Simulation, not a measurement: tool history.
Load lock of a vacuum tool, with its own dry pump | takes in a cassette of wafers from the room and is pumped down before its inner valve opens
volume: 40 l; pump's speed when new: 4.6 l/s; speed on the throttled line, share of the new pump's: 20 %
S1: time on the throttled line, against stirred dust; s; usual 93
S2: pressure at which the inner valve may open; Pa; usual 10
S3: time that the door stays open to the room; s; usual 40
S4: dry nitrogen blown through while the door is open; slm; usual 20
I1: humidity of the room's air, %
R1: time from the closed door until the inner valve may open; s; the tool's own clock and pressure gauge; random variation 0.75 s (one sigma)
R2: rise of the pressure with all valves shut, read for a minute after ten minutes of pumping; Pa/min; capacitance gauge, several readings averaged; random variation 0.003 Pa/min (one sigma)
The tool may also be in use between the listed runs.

run	hour	S1	S2	S3	S4	I1	R1	R2
1	0.0	93	10	40	20	47.3	155.5	0.131
2	184.5	93	10	40	4	44.2	155.4	0.148
3	296.7	93	10	40	4	42.6	156.1	0.149
4	467.3	93	10	40	4	41.8	155.9	0.158
5	580.9	93	10	40	4	46.7	155.5	0.160
6	798.2	93	10	40	20	42.0	155.6	0.151
7	955.3	93	10	40	20	44.7	157.4	0.157
8	1136.3	93	10	40	20	45.2	156.2	0.165
9	1235.4	93	8	40	20	44.1	157.9	0.173
10	1471.1	93	8	40	20	46.6	158.8	0.179
11	1697.4	93	10	40	20	44.2	155.4	0.183
12	1901.8	93	10	40	20	43.9	156.5	0.193
13	2057.6	93	10	40	20	44.3	156.6	0.201
14	2162.2	93	10	40	20	44.1	157.5	0.200
15	2326.8	93	10	45	20	45.2	158.7	0.208
16	2461.8	93	10	45	27	43.4	157.9	0.210
17	2663.3	93	10	45	27	44.0	158.0	0.213
18	2776.1	93	10	45	27	45.8	158.4	0.224
19	2903.6	93	10	74	39	45.6	158.8	0.232
20	3123.7	89	10	73	9	43.3	157.4	0.266
21	3307.2	89	10	73	5	42.0	155.6	0.276
22	3462.7	97	7	55	14	45.3	166.7	0.268
23	3580.6	97	16	37	14	45.4	157.8	0.258

Run 24 comes next. What will it give?
24	3746.3	150	17	110	20	48.3	?	?

R1: 197.9 s
R2: 0.295 Pa/min
Without the tool's hidden state the same run would have given R1 195.2 s, R2 0.069 Pa/min.
